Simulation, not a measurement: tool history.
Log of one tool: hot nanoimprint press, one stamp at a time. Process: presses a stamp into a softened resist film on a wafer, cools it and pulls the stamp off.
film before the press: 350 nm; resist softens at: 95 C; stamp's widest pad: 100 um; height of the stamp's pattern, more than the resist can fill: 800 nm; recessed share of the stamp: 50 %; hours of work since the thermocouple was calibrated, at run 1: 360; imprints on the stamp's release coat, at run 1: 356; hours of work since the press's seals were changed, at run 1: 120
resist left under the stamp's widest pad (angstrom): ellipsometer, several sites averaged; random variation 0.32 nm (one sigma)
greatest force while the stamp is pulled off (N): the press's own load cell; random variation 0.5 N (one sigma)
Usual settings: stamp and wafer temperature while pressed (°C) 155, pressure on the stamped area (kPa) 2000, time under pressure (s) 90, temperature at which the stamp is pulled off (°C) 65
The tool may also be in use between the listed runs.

run,hour,stamp and wafer temperature while pressed (°C),pressure on the stamped area (kPa),time under pressure (s),temperature at which the stamp is pulled off (°C),hours of work since the thermocouple was calibrated,imprints on the stamp's release coat,hours of work since the press's seals were changed,resist left under the stamp's widest pad (angstrom),greatest force while the stamp is pulled off (N)
1,0.0,155,2000,90,65,360,356,120,1587,118.4
2,52.3,155,2000,90,58,382,447,142,1593,136.5
3,90.3,155,1530,90,58,397,513,157,1801,135.7
4,125.3,155,1530,90,58,411,574,172,1803,136.4
5,155.5,155,1530,90,58,424,626,184,1798,134.9
6,206.4,155,1530,90,58,445,715,205,1796,135.7
# hour 227.0: stamp cleaned and given a new release coat
7,260.1,155,1530,90,58,464,58,225,1798,135.4
8,299.2,155,1530,90,58,481,126,241,1804,135.0
9,346.7,155,1530,90,58,500,209,260,1802,134.9
10,383.3,155,1530,90,58,515,272,275,1799,134.6
11,426.5,155,1530,90,58,533,347,293,1796,134.2
# hour 450.1: gauge calibrated
12,471.3,154,1340,86,55,551,425,311,1996,145.9
13,523.6,151,2000,54,64,573,516,333,2142,119.5
14,559.6,155,2660,139,65,587,579,348,1165,116.5
# hour 584.6: plate thermocouple calibrated
15,600.0,155,2660,139,65,6,644,363,1163,117.4
16,650.7,155,2660,139,65,27,732,384,1165,115.9
# hour 663.6: stamp cleaned and given a new release coat
17,694.4,150,2440,90,60,43,54,399,1731,129.3
18,725.4,150,2440,90,60,55,108,412,1728,129.6
19,773.5,161,2440,90,71,75,191,432,1158,99.6

Hidden state or all else? Some run-to-run changes of greatest force while the stamp is pulled off (N), split into what the settings, what came in and random variation would give without the hidden state, and what is left for the hidden state (with any gauge scatter that isn't in both results):
The hidden state here: true temperature over the reading, C; pressure that arrives at the usual setting, %; grip of the stamp's worn release coat, % over a new coat's; drift of the gauge itself on residual_nm, %; drift of the gauge itself on pull_off_n, %.
Run 11 -> 12: stamp and wafer temperature while pressed (°C) 155 -> 154, pressure on the stamped area (kPa) 1530 -> 1340, time under pressure (s) 90 -> 86, temperature at which the stamp is pulled off (°C) 58 -> 55, gauge calibrated. greatest force while the stamp is pulled off (N) +11.7: hidden state +2.7, all else +9.0.
Run 18 -> 19: stamp and wafer temperature while pressed (°C) 150 -> 161, temperature at which the stamp is pulled off (°C) 60 -> 71. greatest force while the stamp is pulled off (N) -30.0: hidden state +0.2, all else -30.2.
